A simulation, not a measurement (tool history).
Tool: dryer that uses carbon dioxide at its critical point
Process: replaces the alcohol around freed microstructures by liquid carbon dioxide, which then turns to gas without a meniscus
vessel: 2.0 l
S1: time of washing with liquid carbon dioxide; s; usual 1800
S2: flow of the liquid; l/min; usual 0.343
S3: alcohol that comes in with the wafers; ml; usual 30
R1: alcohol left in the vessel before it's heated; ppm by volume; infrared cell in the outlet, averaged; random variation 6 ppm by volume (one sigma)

run    day    S1     S2  S3    R1
  1  0.000  1800  0.343  30   273
  2  0.792  1800  0.343  30   288
  3  1.296  1800  0.343  30   279
  4  1.871  1800  0.343  30   286
  5  2.375  1800  0.343  30   294
  6  2.738  1800  0.343  30   296
  7  3.529  1800  0.343  30   296
  8  4.183  1800  0.343  52   490
  9  4.879  1920  0.343  43   326
 10  5.608  1920  0.343  43   342
 11  6.075  1800  0.402  30   196
 12  6.896  1800  0.402  30   183
 13  7.292  1080  0.323  47  2445
 14  8.029  1260  0.238  71  5088
 15  8.888  1800  0.515  50   129

Forecast each of these 3 alternatives for the next run:
  A  9.638  1620  0.343  30   ?
  B  9.638  1800  0.213  50   ?
  C  9.638  2880  0.343  30   ?

run    R1
  A   471
  B  2148
  C    98
Without the tool's hidden state the same runs would have given:
run    R1
  A   334
  B  1836
  C    21
